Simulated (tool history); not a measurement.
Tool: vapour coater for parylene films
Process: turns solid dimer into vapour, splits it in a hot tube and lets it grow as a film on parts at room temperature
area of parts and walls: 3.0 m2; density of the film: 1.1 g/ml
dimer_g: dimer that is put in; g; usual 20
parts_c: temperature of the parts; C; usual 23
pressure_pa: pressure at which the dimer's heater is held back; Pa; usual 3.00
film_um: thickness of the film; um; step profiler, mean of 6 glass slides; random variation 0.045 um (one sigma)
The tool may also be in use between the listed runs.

run,day,dimer_g,parts_c,pressure_pa,film_um
1,0.000,20,23,3.00,4.70
2,1.838,20,23,3.00,4.59
# day 2.762: trap's valve overhauled
3,4.054,20,19,3.00,5.74
4,6.662,20,19,3.00,5.55
5,8.438,20,19,3.00,5.65
6,11.012,20,19,3.00,5.55
7,13.258,20,19,3.00,5.40
8,16.450,20,23,3.00,4.75
9,19.221,20,23,3.00,4.65
10,22.296,20,23,3.00,4.45
# day 22.654: trap's valve overhauled
11,24.238,20,23,3.00,5.12
# day 26.846: table's thermometer calibrated
12,26.971,20,23,3.00,4.84
13,28.350,20,23,3.00,4.83
14,30.225,20,23,3.00,4.72
15,32.671,20,22,3.00,4.92
16,34.154,15,23,3.00,3.38
17,36.750,15,23,5.26,3.09
18,38.683,15,23,5.26,3.02
19,41.100,20,15,3.00,5.11
# day 42.667: trap's valve overhauled
20,42.771,18,17,5.59,4.83
21,44.258,9,32,10.30,1.37
22,46.817,28,20,9.05,6.12
23,49.929,16,15,2.18,4.45
24,51.467,16,15,8.11,3.97
25,53.833,31,23,8.52,6.02
26,55.712,31,23,8.52,5.92
27,58.225,19,17,10.50,4.09
28,59.779,9,16,10.93,1.93
29,61.429,15,17,2.10,3.87
# day 62.658: trap's valve overhauled
30,64.400,14,23,3.00,3.57
31,66.875,29,27,8.24,5.41
32,69.917,27,19,3.36,7.30
33,72.404,20,23,3.84,4.65

4 ways to go on from here, each from the tool as it stands after run 33. What would each give?
A,74.162,18,29,6.29,?
B,74.162,20,28,4.07,?
C,74.162,20,23,3.84,?
D,74.162,20,23,2.54,?

run,film_um
A,3.20
B,3.92
C,4.54
D,4.90
Without the tool's hidden state the same runs would have given:
run,film_um
A,3.39
B,4.15
C,4.81
D,5.19

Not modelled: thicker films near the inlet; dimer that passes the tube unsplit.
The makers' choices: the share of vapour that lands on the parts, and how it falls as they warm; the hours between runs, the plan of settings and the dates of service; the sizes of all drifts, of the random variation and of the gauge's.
